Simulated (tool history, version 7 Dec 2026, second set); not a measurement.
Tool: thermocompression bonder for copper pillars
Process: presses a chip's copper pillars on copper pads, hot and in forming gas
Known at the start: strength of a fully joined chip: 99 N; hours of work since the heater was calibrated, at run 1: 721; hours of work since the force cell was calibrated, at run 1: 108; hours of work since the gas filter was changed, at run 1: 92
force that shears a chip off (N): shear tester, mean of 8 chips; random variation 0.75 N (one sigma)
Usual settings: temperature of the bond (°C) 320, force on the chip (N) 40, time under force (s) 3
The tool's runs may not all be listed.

run,hour,temperature of the bond (°C),force on the chip (N),time under force (s),hours of work since the heater was calibrated,hours of work since the force cell was calibrated,hours of work since the gas filter was changed,force that shears a chip off (N)
1,0.0,320,40,3,721,108,92,49.6
2,9.7,320,40,3,727,114,98,52.2
3,19.6,320,33,3,734,121,105,44.1
4,35.5,320,33,3,745,132,116,44.2
# hour 41.8: heater calibrated with a thermocouple chip
5,51.5,320,33,3,7,142,126,40.9
6,61.7,320,40,3,14,149,133,46.0
7,74.5,320,40,3,23,158,142,45.5
8,87.8,320,40,3,32,167,151,45.8
# hour 99.3: heater calibrated with a thermocouple chip, once more
9,110.0,320,40,8,7,181,165,72.7
10,128.5,320,27,3,20,194,178,44.2
11,145.3,320,38,2,32,206,190,46.5

The next listed run, before its measurement:
12,160.7,320,38,2,43,216,200,?

force that shears a chip off (N): 46.5
Without the tool's hidden state the same run would have given force that shears a chip off (N) 47.2.

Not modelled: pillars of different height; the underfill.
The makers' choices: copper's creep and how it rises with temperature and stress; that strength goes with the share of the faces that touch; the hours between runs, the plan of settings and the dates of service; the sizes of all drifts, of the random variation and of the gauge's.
